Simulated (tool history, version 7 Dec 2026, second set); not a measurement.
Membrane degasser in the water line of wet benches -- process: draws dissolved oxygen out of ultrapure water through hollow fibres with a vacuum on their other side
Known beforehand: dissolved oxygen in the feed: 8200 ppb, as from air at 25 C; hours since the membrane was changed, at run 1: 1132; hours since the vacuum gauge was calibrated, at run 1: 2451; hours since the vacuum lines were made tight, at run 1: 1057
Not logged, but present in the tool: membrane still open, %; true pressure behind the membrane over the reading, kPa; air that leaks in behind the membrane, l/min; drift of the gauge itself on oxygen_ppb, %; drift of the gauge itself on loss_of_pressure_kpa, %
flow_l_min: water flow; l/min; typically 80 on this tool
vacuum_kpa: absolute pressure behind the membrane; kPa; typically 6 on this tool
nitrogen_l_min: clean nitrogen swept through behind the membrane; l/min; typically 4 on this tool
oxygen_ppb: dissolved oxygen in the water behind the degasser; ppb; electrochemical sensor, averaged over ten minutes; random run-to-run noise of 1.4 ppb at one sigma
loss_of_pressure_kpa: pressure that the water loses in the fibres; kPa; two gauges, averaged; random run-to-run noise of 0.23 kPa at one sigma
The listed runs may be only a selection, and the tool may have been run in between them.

run	day	flow_l_min	vacuum_kpa	nitrogen_l_min	hours since the membrane was changed	hours since the vacuum gauge was calibrated	hours since the vacuum lines were made tight	oxygen_ppb	loss_of_pressure_kpa
1	0	80	6	4	1132	2451	1057	135.4	59.14
2	1.546	80	6	4	1169	2488	1095	136.2	59.23
3	2.808	71	6	4	1199	2519	1125	120.1	52.89
4	4.621	71	6	4	1243	2562	1168	121.2	52.35
5	6.838	71	6	4	1296	2615	1222	120.3	52.44
6	8.3	71	6	4	1331	2651	1257	123.8	52.49
7	10.446	71	6	4	1383	2702	1308	120.5	52.43
8	13.162	71	6	4	1448	2767	1373	121.8	52.57
# day 13.321: vacuum gauge calibrated
9	15.2	80	6	4	1496	45	1422	135.2	59.57
10	17.308	80	6	4	1547	96	1472	135.7	59.09
11	19.167	80	6	4	1592	140	1517	136.7	59.34
# day 20.138: vacuum gauge calibrated, once more
12	20.3	80	6	4	1618	4	1544	136.9	58.98
13	22.408	80	4.53	4	1669	54	1594	71.1	59.37
14	24.246	80	4.53	4	1713	99	1638	71.2	59.51
15	25.833	80	4.53	4	1751	137	1676	71.9	59.42
16	27.575	80	4.24	4	1793	178	1718	60.9	59.54
17	30.267	97	6.39	4	1858	243	1783	188	72.16
18	32.154	97	6.39	4	1903	288	1828	185.1	72.06
19	34.279	97	6.39	4	1954	339	1879	187.1	72.05
20	35.9	60	6	6.89	1993	378	1918	64	44.69
21	38.425	110	7.69	6.89	2053	439	1979	183.9	82.38
22	40.804	84	7.13	4.18	2110	496	2036	188.2	62.89
23	42.05	68	7.78	3.7	2140	526	2066	195.1	50.68
24	44.558	91	8.38	2.21	2201	586	2126	419.6	68.07
25	46.229	91	8.38	2.21	2241	626	2166	431.8	67.88
26	48.617	91	8.38	2.21	2298	683	2223	424.6	67.57
27	51.275	91	8.38	2.21	2362	747	2287	421.2	68.36
28	52.504	91	8.38	2.21	2391	777	2317	425.3	67.73
29	53.675	91	8.38	2.21	2419	805	2345	421.1	67.97

3 ways to go on from here, each from the tool as it stands after run 29. What would each give?
A	56.329	80	3.71	4	2483	869	2408	?	?
B	56.329	91	5.19	2.21	2483	869	2408	?	?
C	56.329	87	6.88	4.18	2483	869	2408	?	?

run	oxygen_ppb	loss_of_pressure_kpa
A	38.2	59.39
B	182.4	67.54
C	183	64.79
Without the tool's hidden state the same runs would have given:
run	oxygen_ppb	loss_of_pressure_kpa
A	35.7	58.64
B	178.5	66.7
C	180.3	63.98

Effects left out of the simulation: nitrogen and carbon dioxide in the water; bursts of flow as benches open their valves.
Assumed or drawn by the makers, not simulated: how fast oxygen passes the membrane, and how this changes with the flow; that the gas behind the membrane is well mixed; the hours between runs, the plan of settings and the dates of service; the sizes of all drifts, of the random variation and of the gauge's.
